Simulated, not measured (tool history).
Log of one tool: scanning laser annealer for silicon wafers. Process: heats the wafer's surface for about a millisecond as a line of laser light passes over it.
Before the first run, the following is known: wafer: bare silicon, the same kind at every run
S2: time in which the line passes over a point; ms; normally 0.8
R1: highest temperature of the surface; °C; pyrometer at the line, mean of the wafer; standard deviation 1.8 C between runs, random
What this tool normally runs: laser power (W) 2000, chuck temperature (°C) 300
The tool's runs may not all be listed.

run 1 hour=0 | laser_power_(W)=2000 S2=0.8 chuck_temperature_(°C)=300 | R1=1018
run 2 hour=60.3 | laser_power_(W)=2000 S2=0.8 chuck_temperature_(°C)=300 | R1=1016
run 3 hour=126.6 | laser_power_(W)=2000 S2=0.8 chuck_temperature_(°C)=300 | R1=1014
run 4 hour=170.8 | laser_power_(W)=2000 S2=0.8 chuck_temperature_(°C)=300 | R1=1033
run 5 hour=240.9 | laser_power_(W)=2000 S2=0.8 chuck_temperature_(°C)=293 | R1=1023
run 6 hour=302.9 | laser_power_(W)=2000 S2=0.615 chuck_temperature_(°C)=300 | R1=947
run 7 hour=383.9 | laser_power_(W)=2000 S2=0.615 chuck_temperature_(°C)=300 | R1=939
run 8 hour=461.3 | laser_power_(W)=2102 S2=0.8 chuck_temperature_(°C)=300 | R1=1060
run 9 hour=514.3 | laser_power_(W)=2102 S2=0.8 chuck_temperature_(°C)=300 | R1=1063
run 10 hour=578.2 | laser_power_(W)=2000 S2=0.8 chuck_temperature_(°C)=300 | R1=1030
run 11 hour=642 | laser_power_(W)=2000 S2=0.8 chuck_temperature_(°C)=300 | R1=1026
run 12 hour=706.3 | laser_power_(W)=2000 S2=0.8 chuck_temperature_(°C)=300 | R1=1025
run 13 hour=782.3 | laser_power_(W)=2000 S2=0.8 chuck_temperature_(°C)=294 | R1=1016
run 14 hour=856.5 | laser_power_(W)=2000 S2=0.8 chuck_temperature_(°C)=300 | R1=1039
run 15 hour=916.8 | laser_power_(W)=1884 S2=0.8 chuck_temperature_(°C)=300 | R1=995
run 16 hour=990.6 | laser_power_(W)=1705 S2=0.643 chuck_temperature_(°C)=266 | R1=827
run 17 hour=1043.8 | laser_power_(W)=1783 S2=0.643 chuck_temperature_(°C)=266 | R1=851
run 18 hour=1079.1 | laser_power_(W)=1898 S2=0.604 chuck_temperature_(°C)=301 | R1=907
run 19 hour=1151.2 | laser_power_(W)=1784 S2=0.89 chuck_temperature_(°C)=283 | R1=964
run 20 hour=1224.6 | laser_power_(W)=1728 S2=0.959 chuck_temperature_(°C)=283 | R1=964
run 21 hour=1270.1 | laser_power_(W)=1892 S2=0.85 chuck_temperature_(°C)=265 | R1=971
run 22 hour=1318.1 | laser_power_(W)=1892 S2=0.85 chuck_temperature_(°C)=265 | R1=971
run 23 hour=1373 | laser_power_(W)=1788 S2=0.8 chuck_temperature_(°C)=335 | R1=977
run 24 hour=1417.6 | laser_power_(W)=1759 S2=0.8 chuck_temperature_(°C)=300 | R1=927
run 25 hour=1469.2 | laser_power_(W)=2000 S2=0.648 chuck_temperature_(°C)=312 | R1=961
run 26 hour=1511.7 | laser_power_(W)=1795 S2=0.7 chuck_temperature_(°C)=285 | R1=885
run 27 hour=1575.3 | laser_power_(W)=1795 S2=0.7 chuck_temperature_(°C)=285 | R1=901
run 28 hour=1635.7 | laser_power_(W)=2126 S2=0.8 chuck_temperature_(°C)=300 | R1=1082
run 29 hour=1691.9 | laser_power_(W)=1998 S2=0.847 chuck_temperature_(°C)=331 | R1=1082
run 30 hour=1756.9 | laser_power_(W)=2000 S2=0.817 chuck_temperature_(°C)=316 | R1=1050

Taken out of this log: 4 entries between the listed runs. Where each belongs, and how the hidden state differs across it:
Runs 3 to 4: window over the wafer cleaned (hour 153.8)
  light that passes the window, % of a clean one's: 96.88 -> 99.57; laser's true power over the reading, %: -0.63 -> -0.64; width of the line over the set one, %: 2.44 -> 2.5
  difference, measured minus the result without the unlogged condition, R1: -40 -> -20 °C
Runs 9 to 10: optics aligned, line set to its width (hour 554.8)
  light that passes the window, % of a clean one's: 98.18 -> 97.94; laser's true power over the reading, %: -0.73 -> -0.75; width of the line over the set one, %: 2.99 -> 0.08
  difference, measured minus the result without the unlogged condition, R1: -34 -> -23 °C
Runs 13 to 14: window over the wafer cleaned (hour 855.8)
  light that passes the window, % of a clean one's: 97.08 -> 99.84; laser's true power over the reading, %: -0.8 -> -0.82; width of the line over the set one, %: 0.36 -> 0.47
  difference, measured minus the result without the unlogged condition, R1: -31 -> -10 °C
Runs 26 to 27: window over the wafer cleaned (hour 1552.9)
  light that passes the window, % of a clean one's: 97.11 -> 99.78; laser's true power over the reading, %: -0.99 -> -1.01; width of the line over the set one, %: 1.38 -> 1.47
  difference, measured minus the result without the unlogged condition, R1: -30 -> -13 °C

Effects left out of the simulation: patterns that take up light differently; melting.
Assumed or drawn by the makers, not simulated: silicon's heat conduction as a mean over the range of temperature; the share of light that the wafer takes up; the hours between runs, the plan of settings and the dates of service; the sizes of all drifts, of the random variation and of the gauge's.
